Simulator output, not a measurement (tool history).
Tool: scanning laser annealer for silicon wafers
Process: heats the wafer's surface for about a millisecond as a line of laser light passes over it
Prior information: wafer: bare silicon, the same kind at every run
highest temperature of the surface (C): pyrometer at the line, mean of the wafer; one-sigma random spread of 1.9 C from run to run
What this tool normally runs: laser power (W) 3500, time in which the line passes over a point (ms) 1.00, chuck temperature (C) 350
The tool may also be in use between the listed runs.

run,hour,laser power (W),time in which the line passes over a point (ms),chuck temperature (C),highest temperature of the surface (C)
1,0.0,3500,1.00,350,1170
2,22.5,3500,0.89,350,1120
3,47.6,3500,1.00,350,1166
4,77.7,3500,1.00,350,1167
5,117.8,3500,1.00,350,1165
6,146.5,3500,1.00,350,1165
7,177.6,3500,1.00,350,1167
8,199.4,3500,1.00,350,1162
9,240.3,3500,1.00,350,1168
10,281.6,3500,1.00,378,1190
11,304.6,3500,1.00,378,1190
12,334.2,3500,1.00,368,1184
13,362.7,3500,1.00,368,1179
14,382.3,3500,1.12,368,1228
15,424.7,3500,1.12,368,1227
16,443.1,3500,1.12,368,1225
17,461.5,3500,1.00,342,1152
18,482.6,3500,1.00,350,1159
19,521.0,3500,0.99,350,1153
20,564.5,3492,0.71,371,1038
21,588.6,3013,1.07,332,1053
22,613.2,3540,0.95,373,1166
23,649.7,3319,1.00,350,1115
24,685.5,3645,1.00,350,1188
25,712.2,3645,1.00,350,1186
26,746.9,3076,1.20,350,1129
27,769.4,3565,0.77,354,1065
# hour 775.0: window over the wafer cleaned
28,794.2,3245,1.00,378,1116
29,835.7,3266,0.95,364,1089
30,874.4,3266,0.95,364,1087
31,908.3,3502,0.95,327,1097
32,948.8,3500,1.17,364,1226
33,974.7,3512,0.84,364,1086
34,1015.9,3291,1.02,345,1092
# hour 1021.9: window over the wafer cleaned, once more
35,1050.1,3848,1.10,383,1332
36,1090.7,3848,1.10,383,1327
37,1111.4,3848,1.10,383,1330
38,1142.3,3481,0.79,383,1094

How would selected steps in highest temperature of the surface (C) from run to run divide? Give the signed amount a tool lacking its hidden state would still show from settings, what came in and random variation, and the signed amount left for the hidden state, including any gauge scatter that is not in both of the compared results.
The hidden state here: light that passes the window, % of a clean one's; laser's true power over the reading, %; width of the line over the set one, %; drift of the gauge itself on peak_c, C.
Run 27 -> 28: laser power (W) 3565 -> 3245, time in which the line passes over a point (ms) 0.77 -> 1.00, chuck temperature (C) 354 -> 378, window over the wafer cleaned. highest temperature of the surface (C) +51: hidden state -8, all else +59.
Run 32 -> 33: laser power (W) 3500 -> 3512, time in which the line passes over a point (ms) 1.17 -> 0.84. highest temperature of the surface (C) -140: hidden state +6, all else -146.
Run 34 -> 35: laser power (W) 3291 -> 3848, time in which the line passes over a point (ms) 1.02 -> 1.10, chuck temperature (C) 345 -> 383, window over the wafer cleaned, once more. highest temperature of the surface (C) +240: hidden state +25, all else +215.
Run 37 -> 38: laser power (W) 3848 -> 3481, time in which the line passes over a point (ms) 1.10 -> 0.79. highest temperature of the surface (C) -236: hidden state +4, all else -240.
